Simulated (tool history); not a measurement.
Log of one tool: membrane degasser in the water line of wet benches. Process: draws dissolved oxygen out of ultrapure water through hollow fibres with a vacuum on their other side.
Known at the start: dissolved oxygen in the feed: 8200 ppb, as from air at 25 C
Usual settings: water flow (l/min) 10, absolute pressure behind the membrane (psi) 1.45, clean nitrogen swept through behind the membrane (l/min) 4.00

| run | hour | water flow (l/min) | absolute pressure behind the membrane (psi) | clean nitrogen swept through behind the membrane (l/min) | dissolved oxygen in the water behind the degasser (ppb) | pressure that the water loses in the fibres (psi) |
|---|---|---|---|---|---|---|
| 1 | 0.0 | 10 | 1.45 | 4.00 | 45.0 | 5.741 |
| 2 | 18.8 | 10 | 1.45 | 4.00 | 43.4 | 5.742 |
| 3 | 61.2 | 10 | 1.45 | 4.00 | 43.4 | 5.730 |
| 4 | 80.8 | 10 | 1.45 | 4.00 | 43.3 | 5.749 |
| 5 | 103.4 | 10 | 1.45 | 4.00 | 44.7 | 5.745 |
| 6 | 123.3 | 10 | 1.45 | 4.00 | 44.4 | 5.754 |
| 7 | 168.2 | 10 | 1.45 | 4.00 | 43.8 | 5.697 |
| 8 | 188.0 | 10 | 1.45 | 4.00 | 43.9 | 5.697 |
| 9 | 209.2 | 10 | 1.45 | 4.00 | 43.9 | 5.735 |
| 10 | 249.6 | 10 | 1.45 | 4.00 | 43.7 | 5.706 |
| 11 | 277.9 | 10 | 1.45 | 1.70 | 99.1 | 5.712 |
| 12 | 299.1 | 10 | 1.45 | 4.00 | 44.3 | 5.680 |
| 13 | 335.0 | 10 | 1.45 | 4.00 | 44.0 | 5.645 |
| 14 | 376.2 | 10 | 1.45 | 4.00 | 43.1 | 5.693 |
| 15 | 406.8 | 10 | 1.45 | 4.00 | 43.6 | 5.633 |
| 16 | 426.0 | 10 | 1.45 | 4.00 | 43.5 | 5.658 |
| 17 | 460.4 | 10 | 2.84 | 2.43 | 165.1 | 5.656 |
| 18 | 483.1 | 9 | 1.09 | 3.63 | 28.0 | 5.140 |
| 19 | 511.4 | 10 | 3.06 | 9.13 | 50.9 | 5.609 |
| 20 | 554.0 | 10 | 3.06 | 9.13 | 50.4 | 5.612 |
| 21 | 583.7 | 10 | 3.06 | 9.13 | 51.4 | 5.664 |
| 22 | 615.6 | 9 | 0.96 | 3.81 | 20.4 | 5.066 |
| 23 | 643.2 | 9 | 0.96 | 3.81 | 21.1 | 5.065 |
| 24 | 679.7 | 9 | 0.96 | 3.81 | 20.6 | 5.062 |
| 25 | 716.5 | 10 | 1.06 | 3.52 | 30.9 | 5.672 |
| 26 | 751.6 | 8 | 1.06 | 4.04 | 20.7 | 4.485 |
| 27 | 772.1 | 7 | 1.06 | 8.66 | 8.8 | 3.945 |
| 28 | 791.9 | 7 | 1.06 | 4.80 | 15.3 | 3.939 |
| 29 | 827.8 | 10 | 2.89 | 4.36 | 96.3 | 5.594 |
| 30 | 871.9 | 10 | 3.51 | 2.15 | 237.1 | 5.580 |
|  | 891.4 | gauge calibrated |
| 31 | 905.8 | 10 | 3.51 | 2.15 | 233.7 | 5.773 |
| 32 | 939.9 | 12 | 1.45 | 2.51 | 83.2 | 6.876 |

Forecast each of these 4 alternatives for the next run:
| A | 984.8 | 15 | 1.45 | 4.00 | ? | ? |
| B | 984.8 | 7 | 2.92 | 2.49 | ? | ? |
| C | 984.8 | 10 | 1.20 | 11.90 | ? | ? |
| D | 984.8 | 6 | 2.81 | 6.50 | ? | ? |

| run | dissolved oxygen in the water behind the degasser (ppb) | pressure that the water loses in the fibres (psi) |
|---|---|---|
| A | 71.3 | 8.662 |
| B | 118.8 | 3.973 |
| C | 12.9 | 5.783 |
| D | 37.6 | 3.459 |
Without the tool's hidden state the same runs would have given:
| run | dissolved oxygen in the water behind the degasser (ppb) | pressure that the water loses in the fibres (psi) |
|---|---|---|
| A | 71.3 | 8.686 |
| B | 118.8 | 3.984 |
| C | 12.9 | 5.799 |
| D | 37.6 | 3.469 |

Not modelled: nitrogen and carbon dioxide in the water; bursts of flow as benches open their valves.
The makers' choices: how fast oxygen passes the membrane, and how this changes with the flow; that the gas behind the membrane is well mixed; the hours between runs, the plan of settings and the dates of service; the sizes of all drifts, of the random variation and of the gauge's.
